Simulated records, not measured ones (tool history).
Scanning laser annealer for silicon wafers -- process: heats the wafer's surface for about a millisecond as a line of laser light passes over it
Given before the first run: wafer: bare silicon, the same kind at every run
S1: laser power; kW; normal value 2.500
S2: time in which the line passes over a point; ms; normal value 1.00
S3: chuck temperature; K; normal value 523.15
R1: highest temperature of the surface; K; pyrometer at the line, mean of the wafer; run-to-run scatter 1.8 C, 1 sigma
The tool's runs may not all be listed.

Run 1, hour 0.0: usual settings. Result: R1 1201.15 K.
Run 2, hour 6.1: usual settings. Result: R1 1199.15 K.
Run 3, hour 14.8: usual settings. Result: R1 1198.15 K.
Run 4, hour 24.1: usual settings. Result: R1 1196.15 K.
Run 5, hour 28.9: usual settings. Result: R1 1200.15 K.
Run 6, hour 39.4: usual settings. Result: R1 1198.15 K.
Run 7, hour 45.6: usual settings. Result: R1 1198.15 K.
Run 8, hour 52.0: usual settings. Result: R1 1195.15 K.
Run 9, hour 60.1: usual settings. Result: R1 1195.15 K.
At hour 74.0: optics aligned, line set to its width.
Run 10, hour 75.8: usual settings. Result: R1 1203.15 K.
Run 11, hour 85.4: usual settings. Result: R1 1205.15 K.
Run 12, hour 96.1: usual settings. Result: R1 1202.15 K.
Run 13, hour 107.1: usual settings but S1 2.153 kW. Result: R1 1100.15 K.
Run 14, hour 116.6: usual settings but S3 553.15 K. Result: R1 1236.15 K.
Run 15, hour 126.5: usual settings but S3 553.15 K. Result: R1 1235.15 K.
At hour 136.5: window over the wafer cleaned.
Run 16, hour 137.7: usual settings. Result: R1 1195.15 K.
Run 17, hour 142.9: usual settings but S2 0.98 ms. Result: R1 1190.15 K.
Run 18, hour 148.7: usual settings but S3 503.15 K. Result: R1 1179.15 K.
Run 19, hour 153.6: usual settings but S3 503.15 K. Result: R1 1176.15 K.
Run 20, hour 158.7: usual settings but S3 503.15 K. Result: R1 1175.15 K.
Run 21, hour 163.5: usual settings but S3 503.15 K. Result: R1 1175.15 K.
Run 22, hour 172.4: usual settings but S1 2.267 kW, S3 543.15 K. Result: R1 1143.15 K.
Run 23, hour 181.3: usual settings but S1 2.267 kW, S3 543.15 K. Result: R1 1145.15 K.
Run 24, hour 190.6: usual settings but S1 2.450 kW, S3 506.15 K. Result: R1 1160.15 K.
Run 25, hour 199.5: usual settings but S1 2.637 kW, S2 0.98 ms, S3 526.15 K. Result: R1 1235.15 K.
At hour 202.3: window over the wafer cleaned, once more.
Run 26, hour 211.9: usual settings but S1 2.637 kW, S2 1.19 ms, S3 532.15 K. Result: R1 1360.15 K.
Run 27, hour 218.7: usual settings but S2 0.77 ms. Result: R1 1161.15 K.
Run 28, hour 228.2: usual settings but S2 0.80 ms. Result: R1 1174.15 K.
Run 29, hour 237.3: usual settings but S2 0.80 ms. Result: R1 1173.15 K.
Run 30, hour 245.7: usual settings but S1 2.265 kW, S2 0.94 ms, S3 546.15 K. Result: R1 1166.15 K.
Run 31, hour 256.3: usual settings but S1 2.658 kW, S2 0.96 ms, S3 508.15 K. Result: R1 1265.15 K.
Run 32, hour 265.3: usual settings but S1 2.401 kW, S2 1.21 ms, S3 547.15 K. Result: R1 1292.15 K.
Run 33, hour 272.8: usual settings but S2 1.11 ms. Result: R1 1273.15 K.
Run 34, hour 280.5: usual settings but S1 2.353 kW, S2 0.88 ms, S3 529.15 K. Result: R1 1160.15 K.
Run 35, hour 286.3: usual settings but S1 2.537 kW, S2 0.88 ms, S3 529.15 K. Result: R1 1217.15 K.
Run 36, hour 296.5: usual settings but S1 2.537 kW, S2 0.88 ms, S3 529.15 K. Result: R1 1218.15 K.
Run 37, hour 303.0: usual settings but S1 2.543 kW, S2 0.91 ms, S3 525.15 K. Result: R1 1225.15 K.

Below are 5 alternative next runs, each starting from the tool's condition after run 37. Predict each:
Run A, hour 307.5: usual settings but S1 2.543 kW, S2 1.12 ms, S3 525.15 K. Result: R1 ?.
Run B, hour 307.5: usual settings but S3 558.15 K. Result: R1 ?.
Run C, hour 307.5: usual settings but S2 1.22 ms. Result: R1 ?.
Run D, hour 307.5: usual settings but S1 2.484 kW, S2 0.91 ms, S3 562.15 K. Result: R1 ?.
Run E, hour 307.5: usual settings but S1 2.744 kW, S2 0.91 ms, S3 525.15 K. Result: R1 ?.

run       R1
  A  1297.15
  B  1273.15
  C  1308.15
  D  1242.15
  E  1285.15
Without the tool's unlogged condition, the same runs would have read:
run       R1
  A  1302.15
  B  1278.15
  C  1313.15
  D  1247.15
  E  1290.15
